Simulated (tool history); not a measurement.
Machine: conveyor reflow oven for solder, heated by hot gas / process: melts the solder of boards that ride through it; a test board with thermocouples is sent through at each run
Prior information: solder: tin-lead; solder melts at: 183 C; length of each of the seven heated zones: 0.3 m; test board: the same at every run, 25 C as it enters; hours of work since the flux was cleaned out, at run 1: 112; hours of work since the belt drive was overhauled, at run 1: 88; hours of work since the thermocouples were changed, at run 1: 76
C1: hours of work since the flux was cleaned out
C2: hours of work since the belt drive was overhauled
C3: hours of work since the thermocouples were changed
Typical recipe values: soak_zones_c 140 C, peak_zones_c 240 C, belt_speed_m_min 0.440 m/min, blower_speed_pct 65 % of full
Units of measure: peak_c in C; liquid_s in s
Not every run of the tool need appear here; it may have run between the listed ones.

{"run": 1, "hour": 0.0, "soak_zones_c": 140, "peak_zones_c": 240, "belt_speed_m_min": 0.44, "blower_speed_pct": 65, "C1": 112, "C2": 88, "C3": 76, "peak_c": 215.5, "liquid_s": 58.9}
{"run": 2, "hour": 18.7, "soak_zones_c": 140, "peak_zones_c": 240, "belt_speed_m_min": 0.44, "blower_speed_pct": 65, "C1": 121, "C2": 97, "C3": 85, "peak_c": 215.0, "liquid_s": 58.6}
{"run": 3, "hour": 32.4, "soak_zones_c": 140, "peak_zones_c": 240, "belt_speed_m_min": 0.44, "blower_speed_pct": 73, "C1": 127, "C2": 103, "C3": 91, "peak_c": 217.9, "liquid_s": 61.9}
{"run": 4, "hour": 41.1, "soak_zones_c": 140, "peak_zones_c": 240, "belt_speed_m_min": 0.44, "blower_speed_pct": 73, "C1": 131, "C2": 107, "C3": 95, "peak_c": 217.9, "liquid_s": 60.7}
{"run": 5, "hour": 60.2, "soak_zones_c": 140, "peak_zones_c": 240, "belt_speed_m_min": 0.44, "blower_speed_pct": 73, "C1": 139, "C2": 115, "C3": 104, "peak_c": 218.3, "liquid_s": 61.9}
{"run": 6, "hour": 79.1, "soak_zones_c": 140, "peak_zones_c": 240, "belt_speed_m_min": 0.407, "blower_speed_pct": 65, "C1": 148, "C2": 124, "C3": 112, "peak_c": 217.6, "liquid_s": 66.9}
{"run": 7, "hour": 93.5, "soak_zones_c": 140, "peak_zones_c": 240, "belt_speed_m_min": 0.454, "blower_speed_pct": 65, "C1": 155, "C2": 131, "C3": 119, "peak_c": 214.1, "liquid_s": 55.1}
{"run": 8, "hour": 108.6, "soak_zones_c": 140, "peak_zones_c": 240, "belt_speed_m_min": 0.454, "blower_speed_pct": 65, "C1": 162, "C2": 138, "C3": 126, "peak_c": 213.4, "liquid_s": 55.4}
{"run": 9, "hour": 126.2, "soak_zones_c": 140, "peak_zones_c": 240, "belt_speed_m_min": 0.454, "blower_speed_pct": 65, "C1": 170, "C2": 146, "C3": 134, "peak_c": 213.2, "liquid_s": 55.1}
{"run": 10, "hour": 135.3, "soak_zones_c": 140, "peak_zones_c": 240, "belt_speed_m_min": 0.48, "blower_speed_pct": 65, "C1": 174, "C2": 150, "C3": 138, "peak_c": 211.1, "liquid_s": 49.6}
{"run": 11, "hour": 153.4, "soak_zones_c": 140, "peak_zones_c": 240, "belt_speed_m_min": 0.44, "blower_speed_pct": 85, "C1": 182, "C2": 158, "C3": 146, "peak_c": 221.6, "liquid_s": 65.4}
{"run": 12, "hour": 170.9, "soak_zones_c": 140, "peak_zones_c": 245, "belt_speed_m_min": 0.44, "blower_speed_pct": 85, "C1": 190, "C2": 166, "C3": 154, "peak_c": 225.3, "liquid_s": 67.0}
{"run": 13, "hour": 186.9, "soak_zones_c": 140, "peak_zones_c": 245, "belt_speed_m_min": 0.44, "blower_speed_pct": 85, "C1": 197, "C2": 173, "C3": 161, "peak_c": 225.2, "liquid_s": 67.6}
{"run": 14, "hour": 199.6, "soak_zones_c": 140, "peak_zones_c": 245, "belt_speed_m_min": 0.44, "blower_speed_pct": 85, "C1": 203, "C2": 179, "C3": 167, "peak_c": 225.0, "liquid_s": 67.8}
{"run": 15, "hour": 207.6, "soak_zones_c": 126, "peak_zones_c": 245, "belt_speed_m_min": 0.44, "blower_speed_pct": 85, "C1": 207, "C2": 183, "C3": 171, "peak_c": 223.0, "liquid_s": 60.3}
{"run": 16, "hour": 217.9, "soak_zones_c": 126, "peak_zones_c": 245, "belt_speed_m_min": 0.44, "blower_speed_pct": 85, "C1": 211, "C2": 187, "C3": 176, "peak_c": 222.7, "liquid_s": 60.3}
{"run": 17, "hour": 234.1, "soak_zones_c": 143, "peak_zones_c": 240, "belt_speed_m_min": 0.479, "blower_speed_pct": 65, "C1": 219, "C2": 195, "C3": 183, "peak_c": 211.9, "liquid_s": 51.0}
{"run": 18, "hour": 251.1, "soak_zones_c": 140, "peak_zones_c": 233, "belt_speed_m_min": 0.376, "blower_speed_pct": 65, "C1": 226, "C2": 203, "C3": 191, "peak_c": 214.9, "liquid_s": 68.4}
{"run": 19, "hour": 268.3, "soak_zones_c": 153, "peak_zones_c": 240, "belt_speed_m_min": 0.44, "blower_speed_pct": 65, "C1": 234, "C2": 210, "C3": 199, "peak_c": 217.6, "liquid_s": 67.2}
{"run": 20, "hour": 277.5, "soak_zones_c": 140, "peak_zones_c": 235, "belt_speed_m_min": 0.366, "blower_speed_pct": 82, "C1": 239, "C2": 215, "C3": 203, "peak_c": 221.8, "liquid_s": 79.7}
{"run": 21, "hour": 292.5, "soak_zones_c": 140, "peak_zones_c": 248, "belt_speed_m_min": 0.47, "blower_speed_pct": 82, "C1": 245, "C2": 221, "C3": 210, "peak_c": 224.7, "liquid_s": 62.3}
{"run": 22, "hour": 311.3, "soak_zones_c": 128, "peak_zones_c": 240, "belt_speed_m_min": 0.44, "blower_speed_pct": 72, "C1": 254, "C2": 230, "C3": 218, "peak_c": 214.2, "liquid_s": 53.9}
{"run": 23, "hour": 325.7, "soak_zones_c": 128, "peak_zones_c": 240, "belt_speed_m_min": 0.44, "blower_speed_pct": 72, "C1": 261, "C2": 237, "C3": 225, "peak_c": 214.1, "liquid_s": 53.7}
{"run": 24, "hour": 341.2, "soak_zones_c": 127, "peak_zones_c": 245, "belt_speed_m_min": 0.44, "blower_speed_pct": 65, "C1": 268, "C2": 244, "C3": 232, "peak_c": 214.7, "liquid_s": 52.9}
{"run": 25, "hour": 359.0, "soak_zones_c": 140, "peak_zones_c": 234, "belt_speed_m_min": 0.399, "blower_speed_pct": 65, "C1": 276, "C2": 252, "C3": 240, "peak_c": 213.8, "liquid_s": 63.6}
{"run": 26, "hour": 370.9, "soak_zones_c": 140, "peak_zones_c": 234, "belt_speed_m_min": 0.399, "blower_speed_pct": 65, "C1": 281, "C2": 257, "C3": 245, "peak_c": 213.0, "liquid_s": 63.5}
{"run": 27, "hour": 384.1, "soak_zones_c": 147, "peak_zones_c": 231, "belt_speed_m_min": 0.463, "blower_speed_pct": 84, "C1": 287, "C2": 263, "C3": 251, "peak_c": 212.3, "liquid_s": 58.3}
{"hour": 404.4, "done": "flux residue cleaned out of gas plates and filters"}
{"run": 28, "hour": 404.8, "soak_zones_c": 148, "peak_zones_c": 228, "belt_speed_m_min": 0.369, "blower_speed_pct": 56, "C1": 0, "C2": 270, "C3": 259, "peak_c": 211.6, "liquid_s": 71.2}
{"run": 29, "hour": 423.2, "soak_zones_c": 140, "peak_zones_c": 243, "belt_speed_m_min": 0.369, "blower_speed_pct": 56, "C1": 9, "C2": 279, "C3": 267, "peak_c": 221.7, "liquid_s": 78.1}
{"run": 30, "hour": 435.6, "soak_zones_c": 140, "peak_zones_c": 243, "belt_speed_m_min": 0.369, "blower_speed_pct": 56, "C1": 14, "C2": 284, "C3": 273, "peak_c": 221.8, "liquid_s": 77.2}
{"run": 31, "hour": 447.6, "soak_zones_c": 140, "peak_zones_c": 243, "belt_speed_m_min": 0.369, "blower_speed_pct": 56, "C1": 20, "C2": 290, "C3": 278, "peak_c": 221.7, "liquid_s": 78.0}

Consider 3 possible next runs. They are alternatives, not a sequence: every one starts from the tool as it was left by run 31. What does each give?
{"run": "A", "hour": 462.5, "soak_zones_c": 137, "peak_zones_c": 243, "belt_speed_m_min": 0.447, "blower_speed_pct": 56, "C1": 26, "C2": 297, "C3": 285, "peak_c": "?", "liquid_s": "?"}
{"run": "B", "hour": 462.5, "soak_zones_c": 138, "peak_zones_c": 243, "belt_speed_m_min": 0.369, "blower_speed_pct": 56, "C1": 26, "C2": 297, "C3": 285, "peak_c": "?", "liquid_s": "?"}
{"run": "C", "hour": 462.5, "soak_zones_c": 140, "peak_zones_c": 240, "belt_speed_m_min": 0.413, "blower_speed_pct": 65, "C1": 26, "C2": 297, "C3": 285, "peak_c": "?", "liquid_s": "?"}

run=A peak_c=212.9 liquid_s=54.7
run=B peak_c=222.0 liquid_s=76.1
run=C peak_c=218.3 liquid_s=66.7
With no hidden state in the tool, these same runs would have given:
run=A peak_c=212.3 liquid_s=53.8
run=B peak_c=221.3 liquid_s=75.0
run=C peak_c=217.7 liquid_s=65.8
